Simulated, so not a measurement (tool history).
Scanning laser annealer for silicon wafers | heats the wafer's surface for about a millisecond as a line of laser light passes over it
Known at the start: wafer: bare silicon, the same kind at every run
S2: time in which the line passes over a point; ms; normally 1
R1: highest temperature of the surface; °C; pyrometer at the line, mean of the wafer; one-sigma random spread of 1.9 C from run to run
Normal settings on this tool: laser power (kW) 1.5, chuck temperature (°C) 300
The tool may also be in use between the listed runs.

run 1 hour=0 | laser_power_(kW)=1.5 S2=1 chuck_temperature_(°C)=300 | R1=1131
run 2 hour=19.1 | laser_power_(kW)=1.5 S2=1 chuck_temperature_(°C)=300 | R1=1130
run 3 hour=42.1 | laser_power_(kW)=1.5 S2=1 chuck_temperature_(°C)=300 | R1=1126
run 4 hour=65.6 | laser_power_(kW)=1.5 S2=1 chuck_temperature_(°C)=300 | R1=1127
run 5 hour=88.6 | laser_power_(kW)=1.5 S2=1 chuck_temperature_(°C)=300 | R1=1130
run 6 hour=109.4 | laser_power_(kW)=1.503 S2=1 chuck_temperature_(°C)=300 | R1=1129
run 7 hour=134.9 | laser_power_(kW)=1.5 S2=1 chuck_temperature_(°C)=336 | R1=1163
run 8 hour=159.4 | laser_power_(kW)=1.5 S2=1 chuck_temperature_(°C)=336 | R1=1162
run 9 hour=181.3 | laser_power_(kW)=1.5 S2=1.14 chuck_temperature_(°C)=336 | R1=1227
run 10 hour=202.4 | laser_power_(kW)=1.5 S2=1 chuck_temperature_(°C)=313 | R1=1138
run 11 hour=229 | laser_power_(kW)=1.5 S2=1 chuck_temperature_(°C)=300 | R1=1124
run 12 hour=255.8 | laser_power_(kW)=1.5 S2=1 chuck_temperature_(°C)=300 | R1=1121
run 13 hour=270.6 | laser_power_(kW)=1.5 S2=1 chuck_temperature_(°C)=300 | R1=1122
run 14 hour=291.8 | laser_power_(kW)=1.5 S2=1 chuck_temperature_(°C)=300 | R1=1123
run 15 hour=306.1 | laser_power_(kW)=1.5 S2=1 chuck_temperature_(°C)=300 | R1=1124
run 16 hour=318.8 | laser_power_(kW)=1.5 S2=1 chuck_temperature_(°C)=300 | R1=1117
run 17 hour=337.4 | laser_power_(kW)=1.5 S2=1 chuck_temperature_(°C)=300 | R1=1122
run 18 hour=349.4 | laser_power_(kW)=1.5 S2=1.01 chuck_temperature_(°C)=321 | R1=1148
-- hour=368.9 optics aligned, line set to its width
run 19 hour=370.4 | laser_power_(kW)=1.379 S2=1.12 chuck_temperature_(°C)=315 | R1=1125
run 20 hour=393.1 | laser_power_(kW)=1.591 S2=0.92 chuck_temperature_(°C)=294 | R1=1152
run 21 hour=405.6 | laser_power_(kW)=1.558 S2=0.75 chuck_temperature_(°C)=266 | R1=1004
run 22 hour=420.1 | laser_power_(kW)=1.558 S2=0.75 chuck_temperature_(°C)=266 | R1=1006
run 23 hour=437.7 | laser_power_(kW)=1.646 S2=1.1 chuck_temperature_(°C)=266 | R1=1255
run 24 hour=459.8 | laser_power_(kW)=1.579 S2=0.9 chuck_temperature_(°C)=266 | R1=1100
run 25 hour=487.9 | laser_power_(kW)=1.363 S2=0.7 chuck_temperature_(°C)=281 | R1=883
run 26 hour=506.2 | laser_power_(kW)=1.288 S2=0.72 chuck_temperature_(°C)=336 | R1=911
run 27 hour=521.5 | laser_power_(kW)=1.288 S2=0.72 chuck_temperature_(°C)=336 | R1=906
run 28 hour=533.1 | laser_power_(kW)=1.5 S2=1 chuck_temperature_(°C)=332 | R1=1168
run 29 hour=550.5 | laser_power_(kW)=1.42 S2=1.14 chuck_temperature_(°C)=313 | R1=1158
run 30 hour=566.7 | laser_power_(kW)=1.451 S2=1 chuck_temperature_(°C)=265 | R1=1065
run 31 hour=581.8 | laser_power_(kW)=1.451 S2=1 chuck_temperature_(°C)=265 | R1=1062
run 32 hour=602.8 | laser_power_(kW)=1.584 S2=1.05 chuck_temperature_(°C)=265 | R1=1178
run 33 hour=624.9 | laser_power_(kW)=1.298 S2=0.71 chuck_temperature_(°C)=275 | R1=842
run 34 hour=640.1 | laser_power_(kW)=1.298 S2=0.71 chuck_temperature_(°C)=275 | R1=845

Measured result minus the same run's result without the hidden state. Both carry the same run-to-run variation, though not necessarily the same gauge scatter:
Hidden state present: light that passes the window, % of a clean one's; laser's true power over the reading, %; width of the line over the set one, %; drift of the gauge itself on peak_c, C.
run=1 R1=-20
run=2 R1=-21
run=3 R1=-21
run=4 R1=-21
run=5 R1=-22
run=6 R1=-23
run=7 R1=-24
run=8 R1=-25
run=9 R1=-26
run=10 R1=-26
run=11 R1=-26
run=12 R1=-27
run=13 R1=-27
run=14 R1=-28
run=15 R1=-28
run=16 R1=-28
run=17 R1=-29
run=18 R1=-29
run=19 R1=-11
run=20 R1=-13
run=21 R1=-11
run=22 R1=-11
run=23 R1=-16
run=24 R1=-15
run=25 R1=-10
run=26 R1=-11
run=27 R1=-11
run=28 R1=-16
run=29 R1=-17
run=30 R1=-16
run=31 R1=-17
run=32 R1=-20
run=33 R1=-13
run=34 R1=-13
